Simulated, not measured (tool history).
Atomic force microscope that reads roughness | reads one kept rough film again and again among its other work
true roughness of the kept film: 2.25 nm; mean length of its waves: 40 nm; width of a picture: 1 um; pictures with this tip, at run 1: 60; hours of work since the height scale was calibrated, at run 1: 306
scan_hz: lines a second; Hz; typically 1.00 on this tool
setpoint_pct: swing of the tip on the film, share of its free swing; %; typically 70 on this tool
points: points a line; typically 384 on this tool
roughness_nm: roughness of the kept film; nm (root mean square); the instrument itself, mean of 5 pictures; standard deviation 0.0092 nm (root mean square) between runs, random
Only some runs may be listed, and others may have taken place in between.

| run | hour | scan_hz | setpoint_pct | points | pictures with this tip | hours of work since the height scale was calibrated | roughness_nm |
|---|---|---|---|---|---|---|---|
| 1 | 0.0 | 1.00 | 70 | 384 | 60 | 306 | 1.984 |
| 2 | 12.0 | 1.00 | 70 | 384 | 74 | 314 | 1.948 |
| 3 | 27.8 | 1.00 | 70 | 384 | 92 | 324 | 1.939 |
|  | 39.3 | new tip fitted |
| 4 | 45.0 | 1.00 | 70 | 601 | 6 | 335 | 2.075 |
| 5 | 64.3 | 1.00 | 70 | 601 | 29 | 348 | 2.026 |
| 6 | 81.2 | 1.00 | 70 | 601 | 48 | 359 | 2.007 |
| 7 | 98.3 | 1.00 | 70 | 601 | 68 | 371 | 1.979 |
| 8 | 115.7 | 1.00 | 70 | 601 | 88 | 382 | 1.955 |
|  | 129.7 | new tip fitted |
| 9 | 131.6 | 1.00 | 70 | 384 | 2 | 392 | 2.064 |
| 10 | 149.8 | 1.00 | 70 | 384 | 23 | 404 | 2.026 |
| 11 | 170.1 | 0.99 | 70 | 384 | 47 | 418 | 2.016 |
| 12 | 189.0 | 1.04 | 70 | 384 | 69 | 430 | 1.975 |
| 13 | 210.7 | 1.04 | 70 | 384 | 94 | 445 | 1.933 |
|  | 220.6 | new tip fitted |
| 14 | 227.8 | 1.00 | 71 | 384 | 8 | 456 | 2.062 |
| 15 | 242.5 | 1.17 | 71 | 499 | 25 | 466 | 2.013 |
| 16 | 255.1 | 1.24 | 63 | 1003 | 40 | 474 | 2.044 |
| 17 | 267.4 | 1.24 | 63 | 1003 | 54 | 482 | 2.010 |
| 18 | 286.4 | 2.72 | 63 | 475 | 76 | 495 | 1.881 |
| 19 | 306.4 | 1.00 | 63 | 678 | 100 | 508 | 1.971 |
|  | 310.3 | new tip fitted |
| 20 | 321.4 | 1.66 | 70 | 424 | 12 | 518 | 1.989 |
| 21 | 337.5 | 1.87 | 74 | 424 | 31 | 528 | 1.905 |
| 22 | 356.5 | 1.87 | 74 | 424 | 53 | 541 | 1.876 |
| 23 | 376.1 | 1.87 | 74 | 424 | 76 | 554 | 1.834 |
| 24 | 391.5 | 1.87 | 74 | 424 | 94 | 564 | 1.816 |
|  | 401.0 | new tip fitted |
| 25 | 408.1 | 1.87 | 74 | 424 | 8 | 575 | 1.927 |
| 26 | 419.1 | 1.87 | 74 | 424 | 21 | 582 | 1.912 |
| 27 | 435.6 | 1.87 | 74 | 424 | 40 | 593 | 1.867 |

Predict each of these 5 candidate next runs independently; none follows another, all start after run 27:
| A | 453.9 | 1.00 | 79 | 336 | 62 | 605 | ? |
| B | 453.9 | 1.87 | 83 | 424 | 62 | 605 | ? |
| C | 453.9 | 3.24 | 74 | 424 | 62 | 605 | ? |
| D | 453.9 | 1.87 | 62 | 430 | 62 | 605 | ? |
| E | 453.9 | 0.51 | 74 | 660 | 62 | 605 | ? |

| run | roughness_nm |
|---|---|
| A | 1.913 |
| B | 1.733 |
| C | 1.709 |
| D | 1.967 |
| E | 2.024 |
Without the tool's unlogged condition, the same runs would have read:
| run | roughness_nm |
|---|---|
| A | 1.999 |
| B | 1.811 |
| C | 1.786 |
| D | 2.055 |
| E | 2.114 |
